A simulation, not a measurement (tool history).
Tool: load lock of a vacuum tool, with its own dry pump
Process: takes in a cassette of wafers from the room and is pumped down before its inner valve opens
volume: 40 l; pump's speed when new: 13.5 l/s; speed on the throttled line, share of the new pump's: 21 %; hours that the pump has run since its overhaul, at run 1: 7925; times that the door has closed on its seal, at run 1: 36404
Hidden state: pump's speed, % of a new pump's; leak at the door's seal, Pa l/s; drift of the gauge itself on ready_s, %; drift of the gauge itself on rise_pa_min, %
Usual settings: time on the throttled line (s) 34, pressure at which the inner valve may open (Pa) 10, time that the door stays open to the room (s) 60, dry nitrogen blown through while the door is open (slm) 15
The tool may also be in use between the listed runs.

| run | hour | time on the throttled line (s) | pressure at which the inner valve may open (Pa) | time that the door stays open to the room (s) | dry nitrogen blown through while the door is open (slm) | hours that the pump has run since its overhaul | times that the door has closed on its seal | incoming humidity of the room's air, % | time from the closed door until the inner valve may open (s) | rise of the pressure with all valves shut (Pa/min) |
|---|---|---|---|---|---|---|---|---|---|---|
| 1 | 0 | 34 | 10 | 60 | 15 | 7925 | 36404 | 45.3 | 57.3 | 0.179 |
| 2 | 346.2 | 34 | 10 | 60 | 15 | 8271 | 37427 | 45.1 | 57.5 | 0.193 |
| 3 | 620.9 | 34 | 10 | 60 | 15 | 8546 | 38238 | 45.8 | 57.5 | 0.198 |
| 4 | 795.6 | 34 | 10 | 60 | 15 | 8720 | 38754 | 46 | 58 | 0.195 |
| 5 | 1196.4 | 34 | 10 | 60 | 15 | 9121 | 39939 | 46.1 | 58.6 | 0.205 |
| 6 | 1571.8 | 34 | 10 | 60 | 15 | 9497 | 41048 | 45.4 | 57.7 | 0.22 |
| 7 | 1826.3 | 34 | 10 | 60 | 15 | 9751 | 41800 | 43.9 | 58.3 | 0.22 |
| 8 | 2073.4 | 34 | 9 | 60 | 15 | 9998 | 42530 | 42.7 | 59.6 | 0.223 |
| 9 | 2340.8 | 34 | 9 | 60 | 15 | 10266 | 43320 | 44.8 | 59.3 | 0.229 |
| 10 | 2592.5 | 34 | 10 | 60 | 15 | 10517 | 44064 | 45.7 | 58 | 0.241 |
| 11 | 2782 | 34 | 10 | 60 | 15 | 10707 | 44623 | 47.7 | 58.9 | 0.243 |
| 12 | 3132.7 | 34 | 10 | 60 | 15 | 11057 | 45659 | 44.8 | 59 | 0.254 |
| 13 | 3354.9 | 34 | 7 | 60 | 15 | 11280 | 46316 | 46.2 | 60.7 | 0.258 |
| 14 | 3555 | 60 | 7 | 145 | 15 | 11480 | 46907 | 43.8 | 79.7 | 0.283 |
| 15 | 3855.8 | 21 | 12 | 36 | 6 | 11781 | 47796 | 44.2 | 48 | 0.273 |
| 16 | 4179.5 | 21 | 12 | 36 | 6 | 12104 | 48753 | 45.5 | 48.9 | 0.268 |
| 17 | 4357.5 | 34 | 10 | 118 | 9 | 12282 | 49278 | 47.9 | 59.3 | 0.312 |
| 18 | 4594.2 | 34 | 10 | 43 | 4 | 12519 | 49978 | 47.1 | 59.6 | 0.296 |
| 19 | 4795.7 | 34 | 10 | 43 | 4 | 12721 | 50573 | 46.1 | 60 | 0.301 |
| 20 | 4996 | 37 | 10 | 60 | 17 | 12921 | 51165 | 43.7 | 61.6 | 0.304 |
| 21 | 5413.3 | 34 | 18 | 201 | 15 | 13338 | 52398 | 44.1 | 57.8 | 0.34 |
| 22 | 5629.1 | 34 | 18 | 60 | 15 | 13554 | 53035 | 42.7 | 58.3 | 0.315 |
| 23 | 5968.9 | 30 | 18 | 60 | 18 | 13894 | 54039 | 50.1 | 55.4 | 0.336 |
| 24 | 6334.7 | 22 | 19 | 63 | 15 | 14260 | 55120 | 43.5 | 49.6 | 0.344 |
| 25 | 6642.2 | 22 | 19 | 63 | 15 | 14567 | 56029 | 45.5 | 49.6 | 0.349 |
| 26 | 6815.2 | 22 | 19 | 63 | 15 | 14740 | 56540 | 46.8 | 50 | 0.35 |

3 ways to go on from here, each from the tool as it stands after run 26. What would each give?
| A | 7203.6 | 44 | 9 | 42 | 15 | 15128 | 57687 | 47.3 | ? | ? |
| B | 7203.6 | 18 | 12 | 63 | 15 | 15128 | 57687 | 42.5 | ? | ? |
| C | 7203.6 | 43 | 10 | 60 | 15 | 15128 | 57687 | 41.4 | ? | ? |

| run | time from the closed door until the inner valve may open (s) | rise of the pressure with all valves shut (Pa/min) |
|---|---|---|
| A | 68.2 | 0.356 |
| B | 48.7 | 0.361 |
| C | 67.3 | 0.359 |
Without the tool's hidden state the same runs would have given:
| run | time from the closed door until the inner valve may open (s) | rise of the pressure with all valves shut (Pa/min) |
|---|---|---|
| A | 62.1 | 0.021 |
| B | 41 | 0.021 |
| C | 61.2 | 0.018 |

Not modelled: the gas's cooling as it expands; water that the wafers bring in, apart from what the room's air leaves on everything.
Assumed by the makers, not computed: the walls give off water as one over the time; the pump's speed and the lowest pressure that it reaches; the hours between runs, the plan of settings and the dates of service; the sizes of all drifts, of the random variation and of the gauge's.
